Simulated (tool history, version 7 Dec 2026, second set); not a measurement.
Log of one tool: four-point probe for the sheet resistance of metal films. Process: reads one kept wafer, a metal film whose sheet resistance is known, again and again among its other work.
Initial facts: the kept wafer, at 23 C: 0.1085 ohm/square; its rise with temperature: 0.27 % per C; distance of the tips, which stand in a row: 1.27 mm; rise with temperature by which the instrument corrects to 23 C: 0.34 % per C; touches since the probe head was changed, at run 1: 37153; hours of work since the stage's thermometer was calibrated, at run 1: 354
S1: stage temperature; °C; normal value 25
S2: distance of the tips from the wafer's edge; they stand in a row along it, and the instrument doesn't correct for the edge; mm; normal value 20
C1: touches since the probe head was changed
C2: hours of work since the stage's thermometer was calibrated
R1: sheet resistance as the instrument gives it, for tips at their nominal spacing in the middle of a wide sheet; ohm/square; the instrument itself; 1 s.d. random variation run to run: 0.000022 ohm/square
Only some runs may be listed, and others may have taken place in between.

run	hour	S1	S2	C1	C2	R1
1	0.0	25	20	37153	354	0.108580
2	28.6	25	20	38638	372	0.108547
3	55.3	25	20	40029	389	0.108587
4	89.3	25	20	41793	410	0.108600
5	136.2	25	13	44232	440	0.108871
6	176.6	25	13	46334	465	0.108894
7	202.1	25	13	47658	482	0.108926
8	226.2	25	20	48911	497	0.108574
9	251.0	25	20	50199	512	0.108581
10	286.1	25	20	52023	534	0.108602
11	325.4	25	20	54063	559	0.108599
12	373.2	25	20	56547	589	0.108556
13	416.7	25	20	58808	617	0.108568
14	447.8	25	20	60428	636	0.108546
15	485.8	22	25	62402	660	0.108757
16	530.4	25	6	64718	688	0.110871
17	555.8	25	6	66040	705	0.110885
18	594.2	32	70	68035	729	0.107847
19	630.2	25	35	69907	751	0.108448
20	658.6	25	35	71382	769	0.108419
21	683.9	25	35	72696	785	0.108425
22	728.6	25	35	75019	813	0.108430
23	750.1	25	35	76135	827	0.108423
24	786.0	28	16	78001	850	0.108492
25	833.4	19	16	80468	880	0.109169
26	871.9	33	15	82470	904	0.108222
27	923.0	33	15	85121	936	0.108213
28	969.6	28	5	87544	965	0.111773

Each row is a separate what-if for the run after 28, all from the same tool condition, not one after another. Results?
A	994.7	25	3	88850	981	?
B	994.7	21	15	88850	981	?
C	994.7	32	11	88850	981	?
D	994.7	28	22	88850	981	?

run	R1
A	0.117830
B	0.109058
C	0.108628
D	0.108299
Without the tool's hidden state the same runs would have given:
run	R1
A	0.117838
B	0.109066
C	0.108636
D	0.108307
